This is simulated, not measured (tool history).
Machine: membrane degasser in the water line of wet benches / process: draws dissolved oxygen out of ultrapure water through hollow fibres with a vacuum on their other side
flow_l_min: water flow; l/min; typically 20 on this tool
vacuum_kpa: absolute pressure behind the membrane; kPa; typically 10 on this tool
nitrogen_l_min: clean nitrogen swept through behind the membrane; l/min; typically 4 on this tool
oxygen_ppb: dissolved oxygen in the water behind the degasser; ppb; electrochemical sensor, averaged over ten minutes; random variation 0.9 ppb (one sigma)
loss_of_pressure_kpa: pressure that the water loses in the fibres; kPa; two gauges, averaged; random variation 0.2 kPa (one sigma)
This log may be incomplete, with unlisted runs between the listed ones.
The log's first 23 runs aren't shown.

run,hour,flow_l_min,vacuum_kpa,nitrogen_l_min,oxygen_ppb,loss_of_pressure_kpa
# hour 4211.5: seals of the vacuum lines changed
24,4387,13,9.5,1.77,111.5,29.39
25,4512.6,20,16.4,4,161,45.27
26,4670.2,20,6.4,1.73,94.7,45.23
27,4806.7,20,6.4,1.73,93.9,44.9
28,4966.3,20,6.4,1.73,93.7,45.43
29,5173,20,6.4,1.73,94.6,45.67
30,5376.7,20,11.4,5.77,74.8,45.4
31,5621.3,20,11.4,5.77,74.4,45.56
32,5873.5,12,16.2,1.72,217.6,27.61

Predict each of these 4 candidate next runs independently; none follows another, all start after run 32:
A,6130.4,29,12.6,2.76,?,?
B,6130.4,14,18.7,4,?,?
C,6130.4,21,15.4,9.77,?,?
D,6130.4,19,12.2,5.57,?,?

run,oxygen_ppb,loss_of_pressure_kpa
A,250.1,66.74
B,133.8,31.71
C,70.2,47.88
D,82,43.69
What these runs would have given with no unlogged condition in the tool:
run,oxygen_ppb,loss_of_pressure_kpa
A,239.1,62.36
B,130.8,29.61
C,66.8,44.71
D,78.3,40.83

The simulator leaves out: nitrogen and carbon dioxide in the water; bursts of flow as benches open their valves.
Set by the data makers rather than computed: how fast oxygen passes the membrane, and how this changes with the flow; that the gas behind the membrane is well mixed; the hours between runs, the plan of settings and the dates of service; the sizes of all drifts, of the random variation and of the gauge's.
